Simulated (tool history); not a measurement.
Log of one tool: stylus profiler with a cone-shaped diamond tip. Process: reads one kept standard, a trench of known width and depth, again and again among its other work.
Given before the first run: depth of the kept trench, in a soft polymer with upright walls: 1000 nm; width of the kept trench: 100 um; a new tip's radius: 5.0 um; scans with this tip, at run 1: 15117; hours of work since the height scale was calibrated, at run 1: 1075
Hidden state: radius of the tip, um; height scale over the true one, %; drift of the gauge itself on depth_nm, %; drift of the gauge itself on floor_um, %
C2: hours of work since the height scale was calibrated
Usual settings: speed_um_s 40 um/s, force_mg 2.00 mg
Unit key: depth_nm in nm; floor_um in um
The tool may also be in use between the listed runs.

{"run": 1, "day": 0.0, "speed_um_s": 40, "force_mg": 2.0, "scans with this tip": 15117, "C2": 1075, "depth_nm": 1010.75, "floor_um": 91.29}
{"run": 2, "day": 0.542, "speed_um_s": 40, "force_mg": 2.0, "scans with this tip": 15201, "C2": 1081, "depth_nm": 1010.58, "floor_um": 91.27}
{"run": 3, "day": 1.004, "speed_um_s": 40, "force_mg": 1.03, "scans with this tip": 15273, "C2": 1086, "depth_nm": 1005.81, "floor_um": 91.13}
{"run": 4, "day": 1.362, "speed_um_s": 74, "force_mg": 1.03, "scans with this tip": 15329, "C2": 1090, "depth_nm": 1005.56, "floor_um": 91.06}
{"day": 1.821, "done": "new tip fitted, height scale calibrated"}
{"run": 5, "day": 1.933, "speed_um_s": 74, "force_mg": 1.03, "scans with this tip": 17, "C2": 1, "depth_nm": 1008.55, "floor_um": 93.69}
{"run": 6, "day": 2.617, "speed_um_s": 74, "force_mg": 1.03, "scans with this tip": 124, "C2": 9, "depth_nm": 1008.12, "floor_um": 93.71}
{"run": 7, "day": 3.088, "speed_um_s": 40, "force_mg": 2.0, "scans with this tip": 198, "C2": 14, "depth_nm": 1013.36, "floor_um": 93.84}
{"run": 8, "day": 3.775, "speed_um_s": 40, "force_mg": 2.0, "scans with this tip": 305, "C2": 22, "depth_nm": 1013.1, "floor_um": 93.77}
{"run": 9, "day": 4.175, "speed_um_s": 19, "force_mg": 2.0, "scans with this tip": 368, "C2": 26, "depth_nm": 1013.08, "floor_um": 93.91}
{"run": 10, "day": 4.667, "speed_um_s": 19, "force_mg": 2.0, "scans with this tip": 444, "C2": 32, "depth_nm": 1013.12, "floor_um": 93.88}
{"run": 11, "day": 5.121, "speed_um_s": 19, "force_mg": 2.0, "scans with this tip": 515, "C2": 37, "depth_nm": 1013.13, "floor_um": 93.83}
{"run": 12, "day": 5.508, "speed_um_s": 19, "force_mg": 2.0, "scans with this tip": 576, "C2": 41, "depth_nm": 1013.2, "floor_um": 93.87}
{"run": 13, "day": 6.283, "speed_um_s": 19, "force_mg": 2.0, "scans with this tip": 697, "C2": 50, "depth_nm": 1013.13, "floor_um": 93.83}
{"run": 14, "day": 6.846, "speed_um_s": 65, "force_mg": 2.0, "scans with this tip": 785, "C2": 56, "depth_nm": 1013.31, "floor_um": 93.58}
{"run": 15, "day": 7.492, "speed_um_s": 105, "force_mg": 2.0, "scans with this tip": 886, "C2": 63, "depth_nm": 1012.93, "floor_um": 93.47}
{"run": 16, "day": 8.217, "speed_um_s": 113, "force_mg": 2.0, "scans with this tip": 999, "C2": 71, "depth_nm": 1013.17, "floor_um": 93.45}
{"run": 17, "day": 8.758, "speed_um_s": 26, "force_mg": 2.0, "scans with this tip": 1084, "C2": 77, "depth_nm": 1012.78, "floor_um": 93.74}
{"run": 18, "day": 9.158, "speed_um_s": 12, "force_mg": 2.0, "scans with this tip": 1146, "C2": 81, "depth_nm": 1012.96, "floor_um": 93.79}
{"run": 19, "day": 9.862, "speed_um_s": 12, "force_mg": 2.0, "scans with this tip": 1256, "C2": 89, "depth_nm": 1013.15, "floor_um": 93.7}
{"run": 20, "day": 10.288, "speed_um_s": 40, "force_mg": 2.0, "scans with this tip": 1322, "C2": 94, "depth_nm": 1013.23, "floor_um": 93.57}
{"run": 21, "day": 11.15, "speed_um_s": 40, "force_mg": 2.0, "scans with this tip": 1457, "C2": 104, "depth_nm": 1012.87, "floor_um": 93.55}
{"run": 22, "day": 11.85, "speed_um_s": 40, "force_mg": 2.0, "scans with this tip": 1567, "C2": 111, "depth_nm": 1012.85, "floor_um": 93.54}
{"run": 23, "day": 12.421, "speed_um_s": 40, "force_mg": 2.82, "scans with this tip": 1655, "C2": 118, "depth_nm": 1015.91, "floor_um": 93.56}
{"run": 24, "day": 13.196, "speed_um_s": 20, "force_mg": 2.1, "scans with this tip": 1777, "C2": 126, "depth_nm": 1012.95, "floor_um": 93.59}
{"run": 25, "day": 13.962, "speed_um_s": 54, "force_mg": 1.86, "scans with this tip": 1896, "C2": 135, "depth_nm": 1012.26, "floor_um": 93.49}
{"run": 26, "day": 14.617, "speed_um_s": 65, "force_mg": 4.25, "scans with this tip": 1999, "C2": 142, "depth_nm": 1021.67, "floor_um": 93.44}
{"run": 27, "day": 15.317, "speed_um_s": 65, "force_mg": 4.25, "scans with this tip": 2108, "C2": 150, "depth_nm": 1021.61, "floor_um": 93.41}
{"run": 28, "day": 15.767, "speed_um_s": 42, "force_mg": 2.67, "scans with this tip": 2178, "C2": 155, "depth_nm": 1015.53, "floor_um": 93.43}
{"run": 29, "day": 16.638, "speed_um_s": 147, "force_mg": 1.12, "scans with this tip": 2314, "C2": 165, "depth_nm": 1008.23, "floor_um": 92.93}
{"run": 30, "day": 17.208, "speed_um_s": 46, "force_mg": 5.62, "scans with this tip": 2403, "C2": 171, "depth_nm": 1026.02, "floor_um": 93.42}
{"run": 31, "day": 17.754, "speed_um_s": 46, "force_mg": 5.62, "scans with this tip": 2488, "C2": 177, "depth_nm": 1026.5, "floor_um": 93.42}
{"run": 32, "day": 18.112, "speed_um_s": 46, "force_mg": 5.62, "scans with this tip": 2544, "C2": 181, "depth_nm": 1026.01, "floor_um": 93.43}
{"run": 33, "day": 18.558, "speed_um_s": 45, "force_mg": 1.72, "scans with this tip": 2614, "C2": 186, "depth_nm": 1011.7, "floor_um": 93.31}
{"run": 34, "day": 19.425, "speed_um_s": 45, "force_mg": 1.72, "scans with this tip": 2750, "C2": 196, "depth_nm": 1011.18, "floor_um": 93.35}
{"run": 35, "day": 19.858, "speed_um_s": 72, "force_mg": 0.94, "scans with this tip": 2818, "C2": 200, "depth_nm": 1007.16, "floor_um": 93.07}
{"run": 36, "day": 20.425, "speed_um_s": 57, "force_mg": 1.57, "scans with this tip": 2906, "C2": 207, "depth_nm": 1010.76, "floor_um": 93.24}
{"run": 37, "day": 21.2, "speed_um_s": 27, "force_mg": 2.95, "scans with this tip": 3027, "C2": 215, "depth_nm": 1016.41, "floor_um": 93.34}
{"run": 38, "day": 21.608, "speed_um_s": 27, "force_mg": 2.95, "scans with this tip": 3090, "C2": 220, "depth_nm": 1016.7, "floor_um": 93.38}
{"run": 39, "day": 22.288, "speed_um_s": 117, "force_mg": 2.45, "scans with this tip": 3197, "C2": 227, "depth_nm": 1014.64, "floor_um": 93.09}
{"run": 40, "day": 23.108, "speed_um_s": 117, "force_mg": 3.45, "scans with this tip": 3325, "C2": 236, "depth_nm": 1018.13, "floor_um": 93.08}
{"run": 41, "day": 23.821, "speed_um_s": 117, "force_mg": 3.45, "scans with this tip": 3436, "C2": 244, "depth_nm": 1018.33, "floor_um": 93.03}
{"run": 42, "day": 24.562, "speed_um_s": 63, "force_mg": 0.71, "scans with this tip": 3552, "C2": 253, "depth_nm": 1005.83, "floor_um": 92.97}
{"run": 43, "day": 25.125, "speed_um_s": 71, "force_mg": 0.71, "scans with this tip": 3640, "C2": 259, "depth_nm": 1006.07, "floor_um": 92.9}
{"run": 44, "day": 25.804, "speed_um_s": 58, "force_mg": 0.8, "scans with this tip": 3746, "C2": 266, "depth_nm": 1005.97, "floor_um": 92.96}
{"run": 45, "day": 26.529, "speed_um_s": 18, "force_mg": 5.65, "scans with this tip": 3859, "C2": 274, "depth_nm": 1025.68, "floor_um": 93.18}
{"run": 46, "day": 26.988, "speed_um_s": 18, "force_mg": 5.65, "scans with this tip": 3931, "C2": 279, "depth_nm": 1026.18, "floor_um": 93.21}

What would each run have given without the hidden state, its run-to-run variation left as it was?
run=1 depth_nm=1013.50 floor_um=93.90
run=2 depth_nm=1013.34 floor_um=93.89
run=3 depth_nm=1008.56 floor_um=93.76
run=4 depth_nm=1008.33 floor_um=93.70
run=5 depth_nm=1008.73 floor_um=93.68
run=6 depth_nm=1008.32 floor_um=93.73
run=7 depth_nm=1013.57 floor_um=93.87
run=8 depth_nm=1013.33 floor_um=93.83
run=9 depth_nm=1013.33 floor_um=93.98
run=10 depth_nm=1013.37 floor_um=93.96
run=11 depth_nm=1013.40 floor_um=93.92
run=12 depth_nm=1013.47 floor_um=93.97
run=13 depth_nm=1013.43 floor_um=93.96
run=14 depth_nm=1013.63 floor_um=93.74
run=15 depth_nm=1013.26 floor_um=93.65
run=16 depth_nm=1013.52 floor_um=93.65
run=17 depth_nm=1013.14 floor_um=93.95
run=18 depth_nm=1013.33 floor_um=94.01
run=19 depth_nm=1013.54 floor_um=93.95
run=20 depth_nm=1013.64 floor_um=93.84
run=21 depth_nm=1013.30 floor_um=93.84
run=22 depth_nm=1013.29 floor_um=93.85
run=23 depth_nm=1016.37 floor_um=93.89
run=24 depth_nm=1013.43 floor_um=93.95
run=25 depth_nm=1012.76 floor_um=93.86
run=26 depth_nm=1022.19 floor_um=93.84
run=27 depth_nm=1022.15 floor_um=93.83
run=28 depth_nm=1016.07 floor_um=93.86
run=29 depth_nm=1008.80 floor_um=93.38
run=30 depth_nm=1026.61 floor_um=93.89
run=31 depth_nm=1027.11 floor_um=93.91
run=32 depth_nm=1026.62 floor_um=93.93
run=33 depth_nm=1012.32 floor_um=93.82
run=34 depth_nm=1011.82 floor_um=93.89
run=35 depth_nm=1007.81 floor_um=93.62
run=36 depth_nm=1011.43 floor_um=93.81
run=37 depth_nm=1017.11 floor_um=93.94
run=38 depth_nm=1017.40 floor_um=93.98
run=39 depth_nm=1015.36 floor_um=93.71
run=40 depth_nm=1018.87 floor_um=93.74
run=41 depth_nm=1019.09 floor_um=93.71
run=42 depth_nm=1006.60 floor_um=93.66
run=43 depth_nm=1006.86 floor_um=93.62
run=44 depth_nm=1006.78 floor_um=93.70
run=45 depth_nm=1026.52 floor_um=93.93
run=46 depth_nm=1027.03 floor_um=93.98

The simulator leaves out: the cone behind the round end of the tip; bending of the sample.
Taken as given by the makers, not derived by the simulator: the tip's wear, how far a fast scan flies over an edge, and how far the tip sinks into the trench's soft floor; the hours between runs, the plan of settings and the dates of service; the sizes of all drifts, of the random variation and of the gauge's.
